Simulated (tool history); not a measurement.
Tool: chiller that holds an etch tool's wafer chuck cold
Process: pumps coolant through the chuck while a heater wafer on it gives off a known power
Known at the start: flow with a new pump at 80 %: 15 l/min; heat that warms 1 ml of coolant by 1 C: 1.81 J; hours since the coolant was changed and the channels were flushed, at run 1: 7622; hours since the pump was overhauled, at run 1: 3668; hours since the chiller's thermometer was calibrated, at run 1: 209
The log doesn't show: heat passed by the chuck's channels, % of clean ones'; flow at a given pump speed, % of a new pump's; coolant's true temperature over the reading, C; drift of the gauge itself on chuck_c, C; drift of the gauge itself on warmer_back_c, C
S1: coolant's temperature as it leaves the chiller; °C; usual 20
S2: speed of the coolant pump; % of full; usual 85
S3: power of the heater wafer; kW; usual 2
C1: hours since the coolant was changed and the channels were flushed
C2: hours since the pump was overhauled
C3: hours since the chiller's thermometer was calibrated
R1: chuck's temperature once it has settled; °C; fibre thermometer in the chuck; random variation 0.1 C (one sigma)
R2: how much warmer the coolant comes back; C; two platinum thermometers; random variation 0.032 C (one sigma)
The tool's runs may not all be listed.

{"run": 1, "hour": 0.0, "S1": 20, "S2": 85, "S3": 2, "C1": 7622, "C2": 3668, "C3": 209, "R1": 36.4, "R2": 4.31}
{"run": 2, "hour": 102.8, "S1": 20, "S2": 85, "S3": 2, "C1": 7725, "C2": 3771, "C3": 312, "R1": 36.6, "R2": 4.29}
{"run": 3, "hour": 250.5, "S1": 20, "S2": 85, "S3": 2, "C1": 7872, "C2": 3918, "C3": 460, "R1": 36.6, "R2": 4.28}
{"run": 4, "hour": 367.7, "S1": 20, "S2": 85, "S3": 2, "C1": 7990, "C2": 4035, "C3": 577, "R1": 36.9, "R2": 4.29}
{"run": 5, "hour": 436.2, "S1": 20, "S2": 85, "S3": 2, "C1": 8058, "C2": 4104, "C3": 645, "R1": 36.9, "R2": 4.25}
{"run": 6, "hour": 511.1, "S1": 20, "S2": 85, "S3": 2, "C1": 8133, "C2": 4179, "C3": 720, "R1": 36.8, "R2": 4.32}
{"run": 7, "hour": 658.5, "S1": 20, "S2": 92, "S3": 2, "C1": 8280, "C2": 4326, "C3": 868, "R1": 35.9, "R2": 3.99}
{"run": 8, "hour": 738.2, "S1": 29, "S2": 85, "S3": 2, "C1": 8360, "C2": 4406, "C3": 947, "R1": 46, "R2": 4.29}
{"hour": 835.3, "done": "coolant changed, channels flushed"}
{"run": 9, "hour": 847.2, "S1": 29, "S2": 85, "S3": 2, "C1": 12, "C2": 4509, "C3": 1050, "R1": 43.2, "R2": 4.32}
{"run": 10, "hour": 950.1, "S1": 29, "S2": 85, "S3": 2, "C1": 115, "C2": 4612, "C3": 1153, "R1": 43.4, "R2": 4.34}
{"run": 11, "hour": 1068.5, "S1": 29, "S2": 85, "S3": 2, "C1": 233, "C2": 4730, "C3": 1272, "R1": 43.2, "R2": 4.33}
{"run": 12, "hour": 1172.9, "S1": 20, "S2": 85, "S3": 2.304, "C1": 338, "C2": 4835, "C3": 1376, "R1": 36.5, "R2": 4.99}
{"run": 13, "hour": 1276.2, "S1": 20, "S2": 85, "S3": 2.304, "C1": 441, "C2": 4938, "C3": 1479, "R1": 36.6, "R2": 5.04}
{"run": 14, "hour": 1369.8, "S1": 20, "S2": 85, "S3": 2.304, "C1": 535, "C2": 5032, "C3": 1573, "R1": 36.5, "R2": 5}
{"run": 15, "hour": 1449.5, "S1": 20, "S2": 85, "S3": 2, "C1": 614, "C2": 5111, "C3": 1653, "R1": 34.5, "R2": 4.33}
{"run": 16, "hour": 1523.1, "S1": 20, "S2": 85, "S3": 2, "C1": 688, "C2": 5185, "C3": 1726, "R1": 34.4, "R2": 4.31}
{"run": 17, "hour": 1667.4, "S1": 13, "S2": 85, "S3": 2, "C1": 832, "C2": 5329, "C3": 1871, "R1": 27.6, "R2": 4.36}
{"run": 18, "hour": 1762.4, "S1": 13, "S2": 85, "S3": 2, "C1": 927, "C2": 5424, "C3": 1966, "R1": 27.6, "R2": 4.32}
{"run": 19, "hour": 1902.8, "S1": 20, "S2": 98, "S3": 2, "C1": 1068, "C2": 5565, "C3": 2106, "R1": 33.3, "R2": 3.76}
{"run": 20, "hour": 2056.8, "S1": 20, "S2": 85, "S3": 2, "C1": 1222, "C2": 5719, "C3": 2260, "R1": 34.8, "R2": 4.34}
{"run": 21, "hour": 2158.0, "S1": 14, "S2": 76, "S3": 1.804, "C1": 1323, "C2": 5820, "C3": 2361, "R1": 28.4, "R2": 4.44}
{"run": 22, "hour": 2252.0, "S1": 14, "S2": 76, "S3": 1.804, "C1": 1417, "C2": 5914, "C3": 2455, "R1": 28.7, "R2": 4.47}
{"run": 23, "hour": 2335.8, "S1": 24, "S2": 85, "S3": 2.08, "C1": 1501, "C2": 5998, "C3": 2539, "R1": 39.4, "R2": 4.6}
{"run": 24, "hour": 2410.1, "S1": 24, "S2": 85, "S3": 2.08, "C1": 1575, "C2": 6072, "C3": 2613, "R1": 39.5, "R2": 4.53}
{"run": 25, "hour": 2555.4, "S1": 13, "S2": 99, "S3": 2, "C1": 1720, "C2": 6217, "C3": 2759, "R1": 26.2, "R2": 3.76}
{"run": 26, "hour": 2640.6, "S1": 13, "S2": 99, "S3": 2, "C1": 1805, "C2": 6302, "C3": 2844, "R1": 26.3, "R2": 3.69}
{"run": 27, "hour": 2713.4, "S1": 15, "S2": 81, "S3": 1.73, "C1": 1878, "C2": 6375, "C3": 2917, "R1": 28.5, "R2": 4.03}
{"run": 28, "hour": 2825.3, "S1": 15, "S2": 81, "S3": 1.73, "C1": 1990, "C2": 6487, "C3": 3028, "R1": 28.8, "R2": 4.02}
{"run": 29, "hour": 2961.3, "S1": 16, "S2": 83, "S3": 2.697, "C1": 2126, "C2": 6623, "C3": 3164, "R1": 36.7, "R2": 6.11}
{"run": 30, "hour": 3078.9, "S1": 16, "S2": 81, "S3": 1.065, "C1": 2244, "C2": 6741, "C3": 3282, "R1": 24.6, "R2": 2.54}
{"run": 31, "hour": 3230.4, "S1": 20, "S2": 81, "S3": 1.065, "C1": 2395, "C2": 6892, "C3": 3434, "R1": 28.6, "R2": 2.51}
{"run": 32, "hour": 3373.4, "S1": 20, "S2": 81, "S3": 1.492, "C1": 2538, "C2": 7035, "C3": 3577, "R1": 31.9, "R2": 3.47}

The same runs without the tool's hidden state, with the same run-to-run variation:
run=1 R1=33.6 R2=4.18
run=2 R1=33.8 R2=4.15
run=3 R1=33.7 R2=4.14
run=4 R1=34 R2=4.15
run=5 R1=34 R2=4.1
run=6 R1=33.8 R2=4.17
run=7 R1=32.9 R2=3.84
run=8 R1=42.8 R2=4.12
run=9 R1=42.8 R2=4.16
run=10 R1=42.9 R2=4.17
run=11 R1=42.7 R2=4.16
run=12 R1=35.9 R2=4.78
run=13 R1=35.9 R2=4.83
run=14 R1=35.8 R2=4.78
run=15 R1=33.8 R2=4.13
run=16 R1=33.7 R2=4.11
run=17 R1=26.8 R2=4.16
run=18 R1=26.8 R2=4.11
run=19 R1=32.5 R2=3.58
run=20 R1=33.8 R2=4.12
run=21 R1=27.4 R2=4.22
run=22 R1=27.6 R2=4.23
run=23 R1=38.3 R2=4.36
run=24 R1=38.3 R2=4.29
run=25 R1=25.1 R2=3.55
run=26 R1=25.1 R2=3.48
run=27 R1=27.3 R2=3.8
run=28 R1=27.6 R2=3.79
run=29 R1=34.9 R2=5.76
run=30 R1=23.7 R2=2.39
run=31 R1=27.7 R2=2.36
run=32 R1=30.6 R2=3.25

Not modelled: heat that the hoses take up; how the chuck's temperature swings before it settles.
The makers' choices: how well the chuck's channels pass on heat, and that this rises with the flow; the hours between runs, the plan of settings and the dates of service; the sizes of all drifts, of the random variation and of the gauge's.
